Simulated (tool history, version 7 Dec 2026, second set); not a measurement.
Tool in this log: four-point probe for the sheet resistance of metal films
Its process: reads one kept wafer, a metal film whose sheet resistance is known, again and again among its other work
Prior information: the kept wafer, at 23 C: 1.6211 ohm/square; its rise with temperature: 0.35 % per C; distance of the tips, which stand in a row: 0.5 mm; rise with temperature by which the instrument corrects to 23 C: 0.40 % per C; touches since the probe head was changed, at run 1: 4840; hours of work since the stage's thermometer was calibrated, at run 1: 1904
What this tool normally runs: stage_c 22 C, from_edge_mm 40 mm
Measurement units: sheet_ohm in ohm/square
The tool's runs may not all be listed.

run      day  stage_c  from_edge_mm  touches since the probe head was changed  hours of work since the stage's thermometer was calibrated  sheet_ohm
  1        0       22            40                                      4840                                                        1904   1.622667
  2    2.733       18            40                                      7751                                                        1954   1.625631
  3    7.646       20            40                                     12984                                                        2043    1.62393
  4   10.529       20            40                                     16053                                                        2096    1.62401
  5   15.983       25            40                                     21866                                                        2195   1.620146
  6   18.771       25            40                                     24836                                                        2246   1.619481
  7    23.45       25            40                                     29819                                                        2331   1.619327
  8   26.683       25            40                                     33263                                                        2390    1.61923
  9   31.271       25            40                                     38148                                                        2474   1.619648
 10   36.488       25            40                                     43703                                                        2569   1.618978
      38.062  -- stage's thermometer calibrated
 11   40.258       25            40                                     47698                                                          40   1.619311
 12   44.917       22            40                                     52658                                                         125   1.622356
 13   48.117       22            40                                     56069                                                         183   1.622548
 14     51.3       22            40                                     59461                                                         241   1.622243
 15   56.675       22            40                                     65182                                                         339   1.622018
 16   59.275       22            40                                     67955                                                         387   1.622488
 17   63.596       22            43                                     72556                                                         465   1.622418
 18   66.679       22            43                                     75838                                                         521   1.622839
 19   70.862       22            40                                     80295                                                         598    1.62258
 20   74.417       23            40                                     84081                                                         662   1.621522
 21   79.208       23            40                                     89186                                                         750    1.62074
 22   83.679       22            40                                     93946                                                         831   1.622099
 23   87.592       25             7                                     98113                                                         902    1.62384
 24   90.704       22            13                                    101429                                                         959   1.623084
 25   96.225       22            13                                    107309                                                        1060   1.623604
 26   99.646       31            51                                    110952                                                        1122   1.614718
 27  104.746       31            51                                    116383                                                        1215   1.614813
 28  109.488       31            51                                    121436                                                        1301   1.614622
 29  111.996       31            51                                    124109                                                        1347   1.614949
 30  116.658       31            22                                    129075                                                        1432   1.615664
 31  121.042       34             4                                    133740                                                        1512   1.625816
 32  124.529       34            54                                    137455                                                        1575   1.612622
 33  129.712       19             6                                    142977                                                        1670   1.630301
 34  133.867       23            40                                    147404                                                        1746   1.621061
 35  139.071       26             4                                    152946                                                        1840   1.632275
 36  141.654       27            25                                    155698                                                        1887   1.618382
 37  144.054       19            29                                    158252                                                        1931   1.624621
 38  149.312       19            25                                    163855                                                        2027   1.624902
 39   153.45       19             3                                    168261                                                        2102   1.648342
 40  156.846       19             3                                    171879                                                        2164   1.648222
 41  159.554       26            15                                    174761                                                        2214   1.619599
 42  164.575       26            15                                    180111                                                        2305   1.620258
 43  167.575       26            15                                    183307                                                        2360   1.619793
 44  172.525       31            36                                    188578                                                        2450   1.614088

Consider 5 possible next runs. They are alternatives, not a sequence: every one starts from the tool as it was left by run 44. What does each give?
  A  177.604       29            40                                    193989                                                        2543          ?
  B  177.604       22            36                                    193989                                                        2543          ?
  C  177.604       23             5                                    193989                                                        2543          ?
  D  177.604       27             4                                    193989                                                        2543          ?
  E  177.604       27            36                                    193989                                                        2543          ?

run  sheet_ohm
  A   1.617173
  B   1.622502
  C   1.629898
  D   1.632094
  E   1.618406
Take away the tool's hidden state, keep each run's random variation, and the runs would have read:
run  sheet_ohm
  A   1.617008
  B   1.622337
  C   1.629732
  D   1.631928
  E   1.618241

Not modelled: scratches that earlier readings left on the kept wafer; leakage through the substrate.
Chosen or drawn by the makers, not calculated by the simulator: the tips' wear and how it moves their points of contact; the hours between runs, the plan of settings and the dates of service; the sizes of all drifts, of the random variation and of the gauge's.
